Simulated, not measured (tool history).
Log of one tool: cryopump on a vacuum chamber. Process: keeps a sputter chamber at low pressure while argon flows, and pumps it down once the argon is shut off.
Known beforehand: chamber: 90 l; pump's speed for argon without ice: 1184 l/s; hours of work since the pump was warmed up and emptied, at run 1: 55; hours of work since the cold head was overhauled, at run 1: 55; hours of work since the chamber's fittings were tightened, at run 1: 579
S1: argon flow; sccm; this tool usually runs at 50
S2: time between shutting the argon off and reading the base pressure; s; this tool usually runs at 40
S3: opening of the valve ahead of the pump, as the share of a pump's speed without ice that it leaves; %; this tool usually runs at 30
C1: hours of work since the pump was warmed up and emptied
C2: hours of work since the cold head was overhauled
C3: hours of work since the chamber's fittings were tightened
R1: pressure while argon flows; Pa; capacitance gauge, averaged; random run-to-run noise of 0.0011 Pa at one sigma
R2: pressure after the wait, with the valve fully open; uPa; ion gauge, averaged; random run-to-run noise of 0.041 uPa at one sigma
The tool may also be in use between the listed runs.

| run | hour | S1 | S2 | S3 | C1 | C2 | C3 | R1 | R2 |
|---|---|---|---|---|---|---|---|---|---|
| 1 | 0.0 | 50 | 40 | 30 | 55 | 55 | 579 | 0.2431 | 2.56 |
| 2 | 17.1 | 50 | 30 | 30 | 63 | 63 | 587 | 0.2432 | 3.38 |
| 3 | 37.1 | 50 | 30 | 30 | 72 | 72 | 596 | 0.2434 | 3.34 |
| 4 | 49.5 | 50 | 30 | 30 | 78 | 78 | 602 | 0.2433 | 3.24 |
| 5 | 66.8 | 50 | 30 | 30 | 86 | 86 | 610 | 0.2441 | 3.45 |
| 6 | 78.0 | 50 | 30 | 16 | 91 | 91 | 615 | 0.4543 | 3.40 |
| 7 | 89.2 | 50 | 40 | 30 | 96 | 96 | 621 | 0.2454 | 2.77 |
| 8 | 106.8 | 50 | 40 | 30 | 104 | 104 | 629 | 0.2450 | 2.71 |
| 9 | 125.6 | 43 | 40 | 34 | 113 | 113 | 637 | 0.1886 | 2.75 |

For run 10, what comes out?
| 10 | 134.7 | 43 | 40 | 34 | 117 | 117 | 642 | ? | ? |

{"run 10": {"R1": 0.1873, "R2": 2.71}}
Without the tool's hidden state the same run would have given R1 0.1800 Pa, R2 2.37 uPa.
